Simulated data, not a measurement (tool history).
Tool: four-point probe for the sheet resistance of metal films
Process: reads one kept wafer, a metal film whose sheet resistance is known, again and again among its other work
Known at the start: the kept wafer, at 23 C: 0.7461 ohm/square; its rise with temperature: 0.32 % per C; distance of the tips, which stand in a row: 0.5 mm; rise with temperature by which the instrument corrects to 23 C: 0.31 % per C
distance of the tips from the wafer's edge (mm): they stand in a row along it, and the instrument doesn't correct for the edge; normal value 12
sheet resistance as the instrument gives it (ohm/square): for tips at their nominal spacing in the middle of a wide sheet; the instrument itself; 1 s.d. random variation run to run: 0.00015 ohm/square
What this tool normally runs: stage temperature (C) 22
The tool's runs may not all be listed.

run	hour	stage temperature (C)	distance of the tips from the wafer's edge (mm)	sheet resistance as the instrument gives it (ohm/square)
1	0.0	22	12	0.746259
2	56.6	22	12	0.746391
3	82.6	32	12	0.747271
4	119.3	32	20	0.746661
5	153.9	32	20	0.746487
6	218.4	20	12	0.745929
7	267.6	20	12	0.746026
8	301.0	20	12	0.745989
9	359.6	22	4	0.751548
# hour 395.7: stage's thermometer calibrated
10	395.9	22	12	0.746416
11	453.9	22	12	0.746169
12	514.7	22	12	0.746385
# hour 548.1: stage's thermometer calibrated, once more
13	548.1	22	12	0.744993
14	592.4	22	12	0.745360
15	646.0	22	12	0.744833
16	706.9	22	12	0.745136
17	769.1	22	12	0.744972
18	806.5	22	12	0.744703
19	839.8	22	42	0.744119

Run 20 is up next; what results do you expect?
20	890.1	32	6	?

sheet resistance as the instrument gives it (ohm/square): 0.747745
On a tool with no hidden condition, and with the same random variation, this run would have come out at sheet resistance as the instrument gives it (ohm/square) 0.749566.
